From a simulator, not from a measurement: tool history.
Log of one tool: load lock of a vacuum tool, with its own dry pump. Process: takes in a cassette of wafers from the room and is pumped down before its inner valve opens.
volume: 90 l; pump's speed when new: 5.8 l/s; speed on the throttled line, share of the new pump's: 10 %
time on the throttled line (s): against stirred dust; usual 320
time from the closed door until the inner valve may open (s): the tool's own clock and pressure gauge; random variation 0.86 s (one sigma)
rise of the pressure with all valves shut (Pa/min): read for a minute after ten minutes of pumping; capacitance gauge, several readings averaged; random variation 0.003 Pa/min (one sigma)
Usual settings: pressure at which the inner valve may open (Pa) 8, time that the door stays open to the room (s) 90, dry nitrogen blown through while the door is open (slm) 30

run,hour,time on the throttled line (s),pressure at which the inner valve may open (Pa),time that the door stays open to the room (s),dry nitrogen blown through while the door is open (slm),"incoming humidity of the room's air, %",time from the closed door until the inner valve may open (s),rise of the pressure with all valves shut (Pa/min)
1,0,320,8,90,30,45.6,448,0.042
2,209.1,320,7,90,30,43.8,451.6,0.045
3,350.2,320,7,90,30,45.3,450.9,0.043
4,526.8,293,8,90,30,47.6,425,0.045
5,655.5,293,8,90,30,46.7,426,0.041
6,809.6,320,8,90,30,44.9,449.4,0.049
7,910.3,320,8,90,30,46,448.6,0.045
8,1145.5,320,8,90,30,47.6,448.6,0.044
# hour 1170.9: dry pump taken out, an overhauled one fitted
9,1255,540,7,90,30,46.1,634.5,0.043
10,1357.2,320,8,90,15,43.8,434.3,0.055
11,1509.9,346,7,36,6,41.9,457.5,0.057
12,1671.7,320,9,90,10,43.3,432.1,0.061
13,1809.7,270,16,50,10,45.6,377.7,0.061
14,1964.6,270,16,50,10,44.3,380.2,0.061
15,2153.2,270,16,68,10,44.9,378.3,0.057
16,2379.7,320,8,143,30,48.9,435.3,0.051

5 ways to go on from here, each from the tool as it stands after run 16. What would each give?
A,2569.9,320,8,90,43,46,?,?
B,2569.9,385,15,90,4,47,?,?
C,2569.9,320,13,194,30,46.8,?,?
D,2569.9,320,6,90,34,44.9,?,?
E,2569.9,320,6,90,30,43.5,?,?

run,time from the closed door until the inner valve may open (s),rise of the pressure with all valves shut (Pa/min)
A,435.5,0.051
B,482,0.076
C,427.2,0.056
D,439.2,0.058
E,439,0.055
Without the tool's hidden state the same runs would have given:
run,time from the closed door until the inner valve may open (s),rise of the pressure with all valves shut (Pa/min)
A,435.4,0.011
B,481.9,0.036
C,427.1,0.016
D,439.2,0.018
E,438.9,0.015
